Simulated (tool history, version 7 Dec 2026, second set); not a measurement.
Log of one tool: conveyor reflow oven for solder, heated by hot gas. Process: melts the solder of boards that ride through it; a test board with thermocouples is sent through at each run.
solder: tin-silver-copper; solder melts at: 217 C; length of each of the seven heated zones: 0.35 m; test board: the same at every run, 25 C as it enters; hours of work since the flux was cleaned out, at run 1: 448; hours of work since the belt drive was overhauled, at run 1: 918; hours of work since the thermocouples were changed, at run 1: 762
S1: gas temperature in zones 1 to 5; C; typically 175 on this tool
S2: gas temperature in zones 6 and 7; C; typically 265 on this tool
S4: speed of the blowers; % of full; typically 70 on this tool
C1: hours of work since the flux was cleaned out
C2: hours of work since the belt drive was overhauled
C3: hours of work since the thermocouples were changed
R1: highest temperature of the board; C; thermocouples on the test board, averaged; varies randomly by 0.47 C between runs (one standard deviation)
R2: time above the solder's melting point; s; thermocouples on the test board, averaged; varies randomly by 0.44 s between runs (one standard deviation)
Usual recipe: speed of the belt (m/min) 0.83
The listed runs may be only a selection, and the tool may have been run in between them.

run 1 day=0 | S1=175 S2=265 speed_of_the_belt_(m/min)=0.83 S4=70 | C1=448 C2=918 C3=762 | R1=244 R2=32.7
-- day=1.625 flux residue cleaned out of gas plates and filters
run 2 day=2.15 | S1=175 S2=265 speed_of_the_belt_(m/min)=0.83 S4=70 | C1=7 C2=945 C3=790 | R1=247.5 R2=36.3
run 3 day=3.571 | S1=175 S2=265 speed_of_the_belt_(m/min)=0.83 S4=70 | C1=28 C2=965 C3=810 | R1=247.5 R2=35.7
run 4 day=6.562 | S1=184 S2=265 speed_of_the_belt_(m/min)=0.83 S4=70 | C1=70 C2=1008 C3=853 | R1=249.2 R2=38.6
run 5 day=7.804 | S1=188 S2=265 speed_of_the_belt_(m/min)=0.83 S4=70 | C1=88 C2=1026 C3=870 | R1=249.3 R2=40.1
-- day=8.729 belt drive overhauled, speed set with a stopwatch
run 6 day=10.708 | S1=175 S2=265 speed_of_the_belt_(m/min)=0.83 S4=70 | C1=127 C2=28 C3=909 | R1=246.4 R2=34.2
run 7 day=13.412 | S1=175 S2=265 speed_of_the_belt_(m/min)=0.684 S4=70 | C1=165 C2=67 C3=948 | R1=251.3 R2=46.4

Run 8 has not been measured yet. What should we expect?
run 8 day=15.371 | S1=175 S2=262 speed_of_the_belt_(m/min)=0.72 S4=56 | C1=193 C2=95 C3=976 | R1=? R2=?

{"run 8": {"R1": 244.1, "R2": 39.1}}
With the hidden condition absent and the run-to-run variation left alone, this run would have shown R1 248.1 C, R2 42 s.

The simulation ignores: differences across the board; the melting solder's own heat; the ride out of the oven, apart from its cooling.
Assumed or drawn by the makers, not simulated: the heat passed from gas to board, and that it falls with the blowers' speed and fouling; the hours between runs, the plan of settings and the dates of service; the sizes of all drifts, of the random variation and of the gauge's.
